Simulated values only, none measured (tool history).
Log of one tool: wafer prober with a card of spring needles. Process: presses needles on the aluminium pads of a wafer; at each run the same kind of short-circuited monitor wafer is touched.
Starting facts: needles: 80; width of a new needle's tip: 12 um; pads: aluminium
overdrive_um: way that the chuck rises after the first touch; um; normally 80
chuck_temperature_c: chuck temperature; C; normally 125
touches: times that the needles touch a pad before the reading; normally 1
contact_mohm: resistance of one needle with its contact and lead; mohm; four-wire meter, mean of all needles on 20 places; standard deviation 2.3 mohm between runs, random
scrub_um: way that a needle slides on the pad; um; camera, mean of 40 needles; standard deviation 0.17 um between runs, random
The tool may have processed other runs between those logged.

run   hour  overdrive_um  chuck_temperature_c  touches  contact_mohm  scrub_um
  1    0.0            80                  125        1           270     15.92
  2   39.2            80                  125        1           271     15.48
  3   72.9            80                  125        1           267     15.26
  4  141.9            88                  125        1           268     16.81
  5  178.6            88                  125        1           270     16.56
  6  250.1            80                  125        3           267     14.34
  7  308.3            80                  125        3           264     15.98
  8  340.7            80                  125        3           264     16.20
  9  405.0            80                  125        3           264     15.71
 10  443.3            80                  125        3           262     15.46
 11  499.4            84                  125        3           266     16.43
 12  535.1            84                  125        3           267     15.70
 13  594.2            62                  125        1           261     12.54

Not shown here: 190 entries made in the log between runs. Locate each between two listed runs and compare the hidden state at the listed run before it with the hidden state at the listed run after it:
Run 1 -> run 2: tips cleaned on abrasive film (hour 0.8); tips cleaned on abrasive film (hour 3.6); tips cleaned on abrasive film (hour 6.4); tips cleaned on abrasive film (hour 9.8); tips cleaned on abrasive film (hour 13.3); tips cleaned on abrasive film (hour 16.1); tips cleaned on abrasive film (hour 18.9); tips cleaned on abrasive film (hour 21.7); tips cleaned on abrasive film (hour 24.5); tips cleaned on abrasive film (hour 27.9); tips cleaned on abrasive film (hour 30.7); tips cleaned on abrasive film (hour 33.5); tips cleaned on abrasive film (hour 37.0)
  debris on the tips, nm: 17.9 -> 17.4; way that the needles fall short of the set height, um: 2.85 -> 3.88; tips' diameter, um: 13 -> 13.36
  difference, measured minus the result without the unlogged condition, contact_mohm: +11 -> +12 mohm; scrub_um: -0.58 -> -0.80 um
Run 2 -> run 3: tips cleaned on abrasive film (hour 39.9); tips cleaned on abrasive film (hour 42.7); tips cleaned on abrasive film (hour 46.2); tips cleaned on abrasive film (hour 49.7); tips cleaned on abrasive film (hour 53.1); tips cleaned on abrasive film (hour 55.9); tips cleaned on abrasive film (hour 58.7); tips cleaned on abrasive film (hour 62.2); tips cleaned on abrasive film (hour 65.0); tips cleaned on abrasive film (hour 68.4); tips cleaned on abrasive film (hour 71.9)
  debris on the tips, nm: 17.4 -> 11.3; way that the needles fall short of the set height, um: 3.88 -> 4.73; tips' diameter, um: 13.36 -> 13.66
  difference, measured minus the result without the unlogged condition, contact_mohm: +12 -> +8 mohm; scrub_um: -0.80 -> -0.96 um
Run 3 -> run 4: tips cleaned on abrasive film (hour 75.1); tips cleaned on abrasive film (hour 77.9); tips cleaned on abrasive film (hour 80.6); tips cleaned on abrasive film (hour 84.1); tips cleaned on abrasive film (hour 87.6); tips cleaned on abrasive film (hour 91.0); tips cleaned on abrasive film (hour 93.8); tips cleaned on abrasive film (hour 97.3); tips cleaned on abrasive film (hour 100.8); tips cleaned on abrasive film (hour 103.5); tips cleaned on abrasive film (hour 107.0); tips cleaned on abrasive film (hour 110.5); tips cleaned on abrasive film (hour 113.3); tips cleaned on abrasive film (hour 116.7); tips cleaned on abrasive film (hour 120.2); tips cleaned on abrasive film (hour 123.7); tips cleaned on abrasive film (hour 127.1); tips cleaned on abrasive film (hour 129.9); tips cleaned on abrasive film (hour 132.7); tips cleaned on abrasive film (hour 136.2); tips cleaned on abrasive film (hour 139.6)
  debris on the tips, nm: 11.3 -> 17.7; way that the needles fall short of the set height, um: 4.73 -> 6.47; tips' diameter, um: 13.66 -> 14.27
  difference, measured minus the result without the unlogged condition, contact_mohm: +8 -> +12 mohm; scrub_um: -0.96 -> -1.33 um
Run 4 -> run 5: tips cleaned on abrasive film (hour 142.7); tips cleaned on abrasive film (hour 145.5); tips cleaned on abrasive film (hour 148.3); tips cleaned on abrasive film (hour 151.7); tips cleaned on abrasive film (hour 154.5); tips cleaned on abrasive film (hour 158.0); tips cleaned on abrasive film (hour 161.5); tips cleaned on abrasive film (hour 164.3); tips cleaned on abrasive film (hour 167.0); tips cleaned on abrasive film (hour 170.5); tips cleaned on abrasive film (hour 173.3); tips cleaned on abrasive film (hour 176.1)
  debris on the tips, nm: 17.7 -> 19; way that the needles fall short of the set height, um: 6.47 -> 7.45; tips' diameter, um: 14.27 -> 14.61
  difference, measured minus the result without the unlogged condition, contact_mohm: +12 -> +13 mohm; scrub_um: -1.33 -> -1.54 um
Run 5 -> run 6: tips cleaned on abrasive film (hour 179.4); tips cleaned on abrasive film (hour 182.2); tips cleaned on abrasive film (hour 185.0); tips cleaned on abrasive film (hour 187.8); tips cleaned on abrasive film (hour 190.6); tips cleaned on abrasive film (hour 193.4); tips cleaned on abrasive film (hour 196.2); tips cleaned on abrasive film (hour 199.0); tips cleaned on abrasive film (hour 201.8); tips cleaned on abrasive film (hour 205.2); tips cleaned on abrasive film (hour 208.7); tips cleaned on abrasive film (hour 211.5); tips cleaned on abrasive film (hour 214.9); tips cleaned on abrasive film (hour 217.7); tips cleaned on abrasive film (hour 220.5); tips cleaned on abrasive film (hour 224.0); tips cleaned on abrasive film (hour 227.4); tips cleaned on abrasive film (hour 230.9); tips cleaned on abrasive film (hour 233.7); tips cleaned on abrasive film (hour 236.5); tips cleaned on abrasive film (hour 240.0); tips cleaned on abrasive film (hour 242.8); tips cleaned on abrasive film (hour 245.5); tips cleaned on abrasive film (hour 248.3)
  debris on the tips, nm: 19 -> 15.9; way that the needles fall short of the set height, um: 7.45 -> 9.53; tips' diameter, um: 14.61 -> 15.34
  difference, measured minus the result without the unlogged condition, contact_mohm: +13 -> +7 mohm; scrub_um: -1.54 -> -1.93 um
Run 6 -> run 7: tips cleaned on abrasive film (hour 251.6); tips cleaned on abrasive film (hour 254.4); tips cleaned on abrasive film (hour 257.2); tips cleaned on abrasive film (hour 260.6); tips cleaned on abrasive film (hour 263.4); tips cleaned on abrasive film (hour 266.2); tips cleaned on abrasive film (hour 269.0); tips cleaned on abrasive film (hour 271.8); tips cleaned on abrasive film (hour 275.3); height of the first contact set anew (hour 275.6); tips cleaned on abrasive film (hour 278.3); tips cleaned on abrasive film (hour 281.1); tips cleaned on abrasive film (hour 284.6); tips cleaned on abrasive film (hour 287.4); tips cleaned on abrasive film (hour 290.9); tips cleaned on abrasive film (hour 294.3); tips cleaned on abrasive film (hour 297.1); tips cleaned on abrasive film (hour 300.6); tips cleaned on abrasive film (hour 304.0); tips cleaned on abrasive film (hour 306.8)
  debris on the tips, nm: 15.9 -> 13.5; way that the needles fall short of the set height, um: 9.53 -> 0.93; tips' diameter, um: 15.34 -> 15.92
  difference, measured minus the result without the unlogged condition, contact_mohm: +7 -> +6 mohm; scrub_um: -1.93 -> -0.19 um
Run 7 -> run 8: tips cleaned on abrasive film (hour 309.7); tips cleaned on abrasive film (hour 312.5); tips cleaned on abrasive film (hour 315.3); tips cleaned on abrasive film (hour 318.1); tips cleaned on abrasive film (hour 320.9); tips cleaned on abrasive film (hour 324.3); tips cleaned on abrasive film (hour 327.8); tips cleaned on abrasive film (hour 330.6); tips cleaned on abrasive film (hour 334.0); tips cleaned on abrasive film (hour 337.5); tips cleaned on abrasive film (hour 340.3)
  debris on the tips, nm: 13.5 -> 5; way that the needles fall short of the set height, um: 0.93 -> 1.85; tips' diameter, um: 15.92 -> 16.25
  difference, measured minus the result without the unlogged condition, contact_mohm: +6 -> +4 mohm; scrub_um: -0.19 -> -0.39 um
Run 8 -> run 9: tips cleaned on abrasive film (hour 343.5); tips cleaned on abrasive film (hour 347.0); tips cleaned on abrasive film (hour 349.8); tips cleaned on abrasive film (hour 353.3); tips cleaned on abrasive film (hour 356.0); tips cleaned on abrasive film (hour 359.5); tips cleaned on abrasive film (hour 363.0); tips cleaned on abrasive film (hour 366.4); tips cleaned on abrasive film (hour 369.9); tips cleaned on abrasive film (hour 372.7); tips cleaned on abrasive film (hour 376.2); tips cleaned on abrasive film (hour 379.6); tips cleaned on abrasive film (hour 383.1); tips cleaned on abrasive film (hour 385.9); tips cleaned on abrasive film (hour 389.3); tips cleaned on abrasive film (hour 392.1); tips cleaned on abrasive film (hour 394.9); tips cleaned on abrasive film (hour 398.4); tips cleaned on abrasive film (hour 401.9); tips cleaned on abrasive film (hour 404.6)
  debris on the tips, nm: 5 -> 4.4; way that the needles fall short of the set height, um: 1.85 -> 3.61; tips' diameter, um: 16.25 -> 16.86
  difference, measured minus the result without the unlogged condition, contact_mohm: +4 -> +5 mohm; scrub_um: -0.39 -> -0.74 um
Run 9 -> run 10: tips cleaned on abrasive film (hour 407.8); tips cleaned on abrasive film (hour 411.2); tips cleaned on abrasive film (hour 414.0); tips cleaned on abrasive film (hour 417.5); tips cleaned on abrasive film (hour 421.0); tips cleaned on abrasive film (hour 423.8); tips cleaned on abrasive film (hour 427.2); tips cleaned on abrasive film (hour 430.0); tips cleaned on abrasive film (hour 432.8); tips cleaned on abrasive film (hour 436.3); tips cleaned on abrasive film (hour 439.7); tips cleaned on abrasive film (hour 442.5)
  debris on the tips, nm: 4.4 -> 7.7; way that the needles fall short of the set height, um: 3.61 -> 4.61; tips' diameter, um: 16.86 -> 17.21
  difference, measured minus the result without the unlogged condition, contact_mohm: +5 -> +6 mohm; scrub_um: -0.74 -> -0.94 um
Run 10 -> run 11: tips cleaned on abrasive film (hour 445.4); tips cleaned on abrasive film (hour 448.2); tips cleaned on abrasive film (hour 451.0); tips cleaned on abrasive film (hour 454.5); tips cleaned on abrasive film (hour 457.3); tips cleaned on abrasive film (hour 460.7); tips cleaned on abrasive film (hour 464.2); tips cleaned on abrasive film (hour 467.0); tips cleaned on abrasive film (hour 470.5); tips cleaned on abrasive film (hour 473.9); tips cleaned on abrasive film (hour 476.7); tips cleaned on abrasive film (hour 480.2); tips cleaned on abrasive film (hour 483.6); tips cleaned on abrasive film (hour 486.4); tips cleaned on abrasive film (hour 489.9); tips cleaned on abrasive film (hour 492.7); tips cleaned on abrasive film (hour 495.5); tips cleaned on abrasive film (hour 498.9)
  debris on the tips, nm: 7.7 -> 6.9; way that the needles fall short of the set height, um: 4.61 -> 6.12; tips' diameter, um: 17.21 -> 17.74
  difference, measured minus the result without the unlogged condition, contact_mohm: +6 -> +6 mohm; scrub_um: -0.94 -> -1.29 um
Run 11 -> run 12: tips cleaned on abrasive film (hour 502.2); tips cleaned on abrasive film (hour 505.0); tips cleaned on abrasive film (hour 508.4); tips cleaned on abrasive film (hour 511.9); tips cleaned on abrasive film (hour 514.7); tips cleaned on abrasive film (hour 517.5); tips cleaned on abrasive film (hour 520.3); tips cleaned on abrasive film (hour 523.1); tips cleaned on abrasive film (hour 525.9); tips cleaned on abrasive film (hour 529.3); tips cleaned on abrasive film (hour 532.8)
  debris on the tips, nm: 6.9 -> 18.4; way that the needles fall short of the set height, um: 6.12 -> 7.11; tips' diameter, um: 17.74 -> 18.09
  difference, measured minus the result without the unlogged condition, contact_mohm: +6 -> +10 mohm; scrub_um: -1.29 -> -1.46 um
Run 12 -> run 13: tips cleaned on abrasive film (hour 535.9); tips cleaned on abrasive film (hour 539.3); tips cleaned on abrasive film (hour 542.8); tips cleaned on abrasive film (hour 546.2); tips cleaned on abrasive film (hour 549.0); tips cleaned on abrasive film (hour 551.8); tips cleaned on abrasive film (hour 555.3); tips cleaned on abrasive film (hour 558.1); tips cleaned on abrasive film (hour 560.9); tips cleaned on abrasive film (hour 563.7); tips cleaned on abrasive film (hour 566.5); tips cleaned on abrasive film (hour 569.9); tips cleaned on abrasive film (hour 572.7); tips cleaned on abrasive film (hour 575.5); tips cleaned on abrasive film (hour 579.0); card fitted with new needles (hour 591.0); tips cleaned on abrasive film (hour 593.8)
  debris on the tips, nm: 18.4 -> 4; way that the needles fall short of the set height, um: 7.11 -> 0.08; tips' diameter, um: 18.09 -> 12.03
  difference, measured minus the result without the unlogged condition, contact_mohm: +10 -> +3 mohm; scrub_um: -1.46 -> -0.02 um
